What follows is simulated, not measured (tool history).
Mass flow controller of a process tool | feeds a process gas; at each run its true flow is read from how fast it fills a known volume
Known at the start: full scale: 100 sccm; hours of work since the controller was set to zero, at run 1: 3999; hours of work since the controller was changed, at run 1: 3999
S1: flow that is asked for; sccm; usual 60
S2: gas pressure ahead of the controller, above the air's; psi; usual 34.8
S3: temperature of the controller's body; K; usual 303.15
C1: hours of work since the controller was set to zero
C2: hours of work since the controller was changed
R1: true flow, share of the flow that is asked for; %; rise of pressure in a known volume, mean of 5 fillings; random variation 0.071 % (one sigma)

{"run": 1, "hour": 0.0, "S1": 60, "S2": 34.8, "S3": 303.15, "C1": 3999, "C2": 3999, "R1": 102.17}
{"run": 2, "hour": 148.3, "S1": 60, "S2": 34.8, "S3": 303.15, "C1": 4065, "C2": 4065, "R1": 102.17}
{"run": 3, "hour": 305.3, "S1": 60, "S2": 34.8, "S3": 303.15, "C1": 4134, "C2": 4134, "R1": 102.26}
{"run": 4, "hour": 517.0, "S1": 60, "S2": 34.8, "S3": 303.15, "C1": 4228, "C2": 4228, "R1": 102.35}
{"run": 5, "hour": 771.1, "S1": 60, "S2": 23.4, "S3": 303.15, "C1": 4340, "C2": 4340, "R1": 102.75}
{"run": 6, "hour": 899.3, "S1": 60, "S2": 21.8, "S3": 303.15, "C1": 4396, "C2": 4396, "R1": 102.73}
{"run": 7, "hour": 1180.6, "S1": 60, "S2": 34.8, "S3": 303.15, "C1": 4520, "C2": 4520, "R1": 102.53}
{"run": 8, "hour": 1322.1, "S1": 60, "S2": 34.8, "S3": 303.15, "C1": 4583, "C2": 4583, "R1": 102.58}
{"run": 9, "hour": 1475.5, "S1": 60, "S2": 20.9, "S3": 303.15, "C1": 4650, "C2": 4650, "R1": 103.11}
{"run": 10, "hour": 1660.9, "S1": 60, "S2": 26.5, "S3": 303.15, "C1": 4732, "C2": 4732, "R1": 102.78}
{"run": 11, "hour": 1891.3, "S1": 60, "S2": 26.5, "S3": 303.15, "C1": 4834, "C2": 4834, "R1": 102.94}
{"run": 12, "hour": 2023.4, "S1": 60, "S2": 26.5, "S3": 303.15, "C1": 4892, "C2": 4892, "R1": 103.03}
{"run": 13, "hour": 2293.5, "S1": 85, "S2": 34.8, "S3": 303.15, "C1": 5011, "C2": 5011, "R1": 102.62}
{"run": 14, "hour": 2545.6, "S1": 85, "S2": 34.8, "S3": 303.15, "C1": 5122, "C2": 5122, "R1": 102.43}
{"run": 15, "hour": 2817.2, "S1": 85, "S2": 34.8, "S3": 303.15, "C1": 5242, "C2": 5242, "R1": 102.6}
{"run": 16, "hour": 3049.9, "S1": 85, "S2": 34.8, "S3": 303.15, "C1": 5345, "C2": 5345, "R1": 102.6}
{"run": 17, "hour": 3216.6, "S1": 60, "S2": 34.8, "S3": 303.15, "C1": 5418, "C2": 5418, "R1": 102.98}
{"run": 18, "hour": 3475.7, "S1": 60, "S2": 34.8, "S3": 303.15, "C1": 5533, "C2": 5533, "R1": 103.05}
{"run": 19, "hour": 3616.5, "S1": 28, "S2": 34.8, "S3": 303.15, "C1": 5595, "C2": 5595, "R1": 104.87}
{"run": 20, "hour": 3741.5, "S1": 28, "S2": 34.8, "S3": 303.15, "C1": 5650, "C2": 5650, "R1": 104.88}
{"hour": 3762.5, "done": "controller's zero set anew"}
{"run": 21, "hour": 3882.3, "S1": 28, "S2": 34.8, "S3": 303.15, "C1": 53, "C2": 5712, "R1": 107.06}
{"run": 22, "hour": 4001.0, "S1": 60, "S2": 34.8, "S3": 307.15, "C1": 105, "C2": 5764, "R1": 104.59}
{"run": 23, "hour": 4184.6, "S1": 60, "S2": 34.8, "S3": 306.15, "C1": 186, "C2": 5845, "R1": 104.48}
{"hour": 4440.2, "done": "controller's zero set anew, once more"}
{"run": 24, "hour": 4467.1, "S1": 60, "S2": 34.8, "S3": 306.15, "C1": 12, "C2": 5969, "R1": 101.75}
{"run": 25, "hour": 4660.0, "S1": 60, "S2": 22.8, "S3": 296.15, "C1": 97, "C2": 6055, "R1": 101.3}
{"run": 26, "hour": 4859.0, "S1": 16, "S2": 34.8, "S3": 303.15, "C1": 185, "C2": 6142, "R1": 101.43}
{"run": 27, "hour": 4994.9, "S1": 16, "S2": 34.8, "S3": 303.15, "C1": 245, "C2": 6202, "R1": 101.79}
{"run": 28, "hour": 5248.1, "S1": 16, "S2": 34.8, "S3": 303.15, "C1": 356, "C2": 6314, "R1": 101.84}
{"run": 29, "hour": 5412.6, "S1": 13, "S2": 34.8, "S3": 302.15, "C1": 429, "C2": 6387, "R1": 101.87}
{"run": 30, "hour": 5667.8, "S1": 30, "S2": 36.5, "S3": 303.15, "C1": 541, "C2": 6499, "R1": 101.75}
{"run": 31, "hour": 5815.6, "S1": 60, "S2": 34.8, "S3": 296.15, "C1": 607, "C2": 6564, "R1": 101.23}
{"run": 32, "hour": 5988.3, "S1": 60, "S2": 34.8, "S3": 296.15, "C1": 683, "C2": 6640, "R1": 101.15}
{"run": 33, "hour": 6125.1, "S1": 60, "S2": 23.9, "S3": 300.15, "C1": 743, "C2": 6701, "R1": 102.09}
{"run": 34, "hour": 6325.0, "S1": 73, "S2": 21.9, "S3": 311.15, "C1": 831, "C2": 6789, "R1": 103.33}
{"run": 35, "hour": 6608.3, "S1": 60, "S2": 34.5, "S3": 303.15, "C1": 956, "C2": 6914, "R1": 102.22}
{"run": 36, "hour": 6750.6, "S1": 60, "S2": 34.5, "S3": 303.15, "C1": 1019, "C2": 6977, "R1": 102.04}
{"run": 37, "hour": 7030.8, "S1": 26, "S2": 38.7, "S3": 303.15, "C1": 1143, "C2": 7100, "R1": 102.19}
{"run": 38, "hour": 7175.0, "S1": 43, "S2": 34.8, "S3": 303.15, "C1": 1206, "C2": 7164, "R1": 102.35}
{"run": 39, "hour": 7393.2, "S1": 46, "S2": 24.7, "S3": 308.15, "C1": 1303, "C2": 7260, "R1": 103.13}
{"run": 40, "hour": 7563.9, "S1": 60, "S2": 34.8, "S3": 298.15, "C1": 1378, "C2": 7335, "R1": 101.78}
{"run": 41, "hour": 7716.7, "S1": 60, "S2": 34.8, "S3": 298.15, "C1": 1445, "C2": 7403, "R1": 101.73}
{"run": 42, "hour": 7863.3, "S1": 32, "S2": 34.8, "S3": 303.15, "C1": 1510, "C2": 7467, "R1": 102.64}
{"run": 43, "hour": 8078.5, "S1": 32, "S2": 34.8, "S3": 303.15, "C1": 1605, "C2": 7562, "R1": 102.72}
{"run": 44, "hour": 8243.4, "S1": 29, "S2": 34.8, "S3": 303.15, "C1": 1678, "C2": 7635, "R1": 102.82}
{"run": 45, "hour": 8401.1, "S1": 29, "S2": 38.1, "S3": 303.15, "C1": 1747, "C2": 7705, "R1": 102.8}
{"run": 46, "hour": 8571.0, "S1": 60, "S2": 28.3, "S3": 303.15, "C1": 1822, "C2": 7780, "R1": 102.72}
{"run": 47, "hour": 8833.4, "S1": 98, "S2": 26.8, "S3": 299.15, "C1": 1938, "C2": 7895, "R1": 102.36}
{"run": 48, "hour": 9013.1, "S1": 24, "S2": 34.8, "S3": 298.15, "C1": 2017, "C2": 7975, "R1": 102.98}

Measured less the same run without the tool's hidden state. The same run-to-run variation is in both; the gauge's scatter may not be:
The hidden state here: flow at rest that the sensor doesn't see, % of full scale; true flow over the shown one, %; drift of the gauge itself on true_pct, %.
run=1 R1=+2.16
run=2 R1=+2.20
run=3 R1=+2.25
run=4 R1=+2.30
run=5 R1=+2.36
run=6 R1=+2.39
run=7 R1=+2.46
run=8 R1=+2.50
run=9 R1=+2.54
run=10 R1=+2.59
run=11 R1=+2.66
run=12 R1=+2.68
run=13 R1=+2.30
run=14 R1=+2.34
run=15 R1=+2.40
run=16 R1=+2.46
run=17 R1=+2.98
run=18 R1=+3.04
run=19 R1=+5.07
run=20 R1=+5.10
run=21 R1=+7.38
run=22 R1=+4.21
run=23 R1=+4.26
run=24 R1=+1.49
run=25 R1=+1.54
run=26 R1=+1.86
run=27 R1=+1.95
run=28 R1=+2.12
run=29 R1=+2.37
run=30 R1=+2.00
run=31 R1=+1.84
run=32 R1=+1.87
run=33 R1=+1.91
run=34 R1=+1.91
run=35 R1=+2.04
run=36 R1=+2.06
run=37 R1=+2.64
run=38 R1=+2.34
run=39 R1=+2.37
run=40 R1=+2.28
run=41 R1=+2.31
run=42 R1=+2.79
run=43 R1=+2.88
run=44 R1=+3.04
run=45 R1=+3.10
run=46 R1=+2.53
run=47 R1=+2.34
run=48 R1=+3.62
